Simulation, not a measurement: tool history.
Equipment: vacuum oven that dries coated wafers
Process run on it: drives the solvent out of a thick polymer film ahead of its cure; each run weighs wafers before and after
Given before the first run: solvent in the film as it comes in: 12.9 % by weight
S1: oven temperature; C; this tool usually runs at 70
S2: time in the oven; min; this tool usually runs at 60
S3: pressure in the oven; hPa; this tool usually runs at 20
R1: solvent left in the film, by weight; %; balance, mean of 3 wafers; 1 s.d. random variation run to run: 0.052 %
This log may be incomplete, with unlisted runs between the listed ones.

run	hour	S1	S2	S3	R1
1	0	70	60	20	1.57
2	73.7	70	60	20	1.51
3	145	70	60	20	1.61
4	217.2	70	60	20	1.53
5	253.5	70	60	70.6	4.19
6	307.9	70	60	70.6	4.24
7	353.4	70	60	70.6	4.13
8	408.8	70	60	70.6	4.16
9	496.4	70	60	70.6	4.21
10	541	70	60	70.6	4.15
11	585.1	70	60	14	1.3
12	642.6	70	60	18.1	1.44
13	705.9	70	60	18.1	1.44
14	793.9	70	60	18.1	1.4
15	866.7	70	60	18.1	1.37
16	951.2	70	60	20	1.59
17	989.6	70	37	20	2.57
18	1034.3	70	37	20	2.63
19	1096.4	72	60	20	1.32
20	1139.7	70	60	20	1.55
21	1192.9	70	60	20	1.49
22	1240.5	70	52	18	1.72
23	1288	70	52	18	1.67
24	1360.3	70	52	18	1.7
25	1410.4	70	44	18	2.07
26	1490.8	70	44	18	2.03
27	1555.6	70	35	47.4	3.95
28	1602.5	57	60	29	5.5
29	1642.1	57	35	24.6	6.95
30	1720.6	63	63	14.5	2.53
31	1804.9	63	63	14.5	2.65
32	1850.4	63	63	14.5	2.57
33	1908.6	63	63	14.5	2.66
34	1980.2	63	63	14.5	2.59
35	2018.6	63	63	14.5	2.53
36	2074.9	70	47	14.5	1.71
37	2127.6	70	47	14.5	1.75
38	2180.3	70	60	16.5	1.34
39	2260.6	70	60	16.5	1.34
40	2310.4	64	82	64.5	5.06
41	2348.4	73	41	37.3	2.41
42	2429.8	70	50	20	1.73

Not shown here: 1 entry made in the log between runs. Locate each between two listed runs and compare the hidden state at the listed run before it with the hidden state at the listed run after it:
After run 20, before run 21: oven's thermocouples calibrated (hour 1160.7)
  true wafer temperature over the reading, C: -0.06 -> 0.01
